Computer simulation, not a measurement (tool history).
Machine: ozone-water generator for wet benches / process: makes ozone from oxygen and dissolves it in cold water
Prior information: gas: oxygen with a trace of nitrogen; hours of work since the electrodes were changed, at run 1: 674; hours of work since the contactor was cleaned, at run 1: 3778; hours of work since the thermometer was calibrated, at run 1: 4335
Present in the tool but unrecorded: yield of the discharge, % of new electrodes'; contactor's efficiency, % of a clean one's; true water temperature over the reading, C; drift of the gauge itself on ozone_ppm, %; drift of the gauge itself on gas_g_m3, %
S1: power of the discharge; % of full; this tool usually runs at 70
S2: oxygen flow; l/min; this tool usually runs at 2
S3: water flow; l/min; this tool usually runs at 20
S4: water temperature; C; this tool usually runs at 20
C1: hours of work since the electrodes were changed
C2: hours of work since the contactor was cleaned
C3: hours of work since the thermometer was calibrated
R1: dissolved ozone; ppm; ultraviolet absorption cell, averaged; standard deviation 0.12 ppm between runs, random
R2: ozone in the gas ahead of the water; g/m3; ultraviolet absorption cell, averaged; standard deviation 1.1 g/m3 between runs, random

Run 1, day 0: usual settings; C1 674; C2 3778; C3 4335. Result: R1 11.5 ppm, R2 182.3 g/m3.
Run 2, day 1.329: usual settings; C1 702; C2 3806; C3 4363. Result: R1 11.5 ppm, R2 183.9 g/m3.
Run 3, day 2.125: usual settings but S1 99 % of full; C1 719; C2 3823; C3 4380. Result: R1 15.6 ppm, R2 248.3 g/m3.
Run 4, day 3.292: usual settings but S1 99 % of full; C1 744; C2 3848; C3 4404. Result: R1 15.7 ppm, R2 248.9 g/m3.
Run 5, day 5.008: usual settings but S1 99 % of full; C1 780; C2 3884; C3 4440. Result: R1 15.6 ppm, R2 247.6 g/m3.
Run 6, day 6.117: usual settings; C1 803; C2 3907; C3 4464. Result: R1 11.4 ppm, R2 182.7 g/m3.
Run 7, day 6.967: usual settings but S2 1.76 l/min; C1 821; C2 3925; C3 4481. Result: R1 10.9 ppm, R2 195.2 g/m3.
Run 8, day 8.529: usual settings but S1 40 % of full, S2 1.8 l/min; C1 854; C2 3958; C3 4514. Result: R1 6.9 ppm, R2 116.8 g/m3.
Run 9, day 10.242: usual settings but S1 47 % of full, S2 1.8 l/min, S3 16 l/min, S4 26 C; C1 890; C2 3994; C3 4550. Result: R1 8.9 ppm, R2 133.8 g/m3.
At day 10.408: water thermometer calibrated.
Run 10, day 12.05: usual settings but S1 63 % of full, S4 26 C; C1 928; C2 4032; C3 35. Result: R1 10 ppm, R2 167.4 g/m3.
Run 11, day 13.758: usual settings but S1 64 % of full, S2 3.43 l/min, S3 12 l/min; C1 964; C2 4068; C3 71. Result: R1 16.8 ppm, R2 130 g/m3.
At day 15.538: water thermometer calibrated, once more.
Run 12, day 15.671: usual settings but S1 64 % of full, S2 3.43 l/min, S3 12 l/min; C1 1004; C2 4108; C3 3. Result: R1 16.8 ppm, R2 129.7 g/m3.
Run 13, day 16.588: usual settings but S1 99 % of full, S2 1.35 l/min, S4 22 C; C1 1023; C2 4127; C3 22. Result: R1 13.6 ppm, R2 298.9 g/m3.

Entry by entry between the runs, the difference in hidden state between the last listed run before and the first listed run after:
Between runs 9 and 10: water thermometer calibrated (day 10.408)
  yield of the discharge, % of new electrodes': 98 -> 97.9; true water temperature over the reading, C: 0.44 -> 0.66
  difference, measured minus the result without the unlogged condition, R1: -0.5 -> -0.6 ppm; R2: -1.7 -> -3.1 g/m3
Between runs 11 and 12: water thermometer calibrated, once more (day 15.538)
  yield of the discharge, % of new electrodes': 97.9 -> 97.8; contactor's efficiency, % of a clean one's: 91.3 -> 91.2; true water temperature over the reading, C: 0.66 -> 0.01
  difference, measured minus the result without the unlogged condition, R1: -0.9 -> -0.8 ppm; R2: -2.6 -> -2.7 g/m3
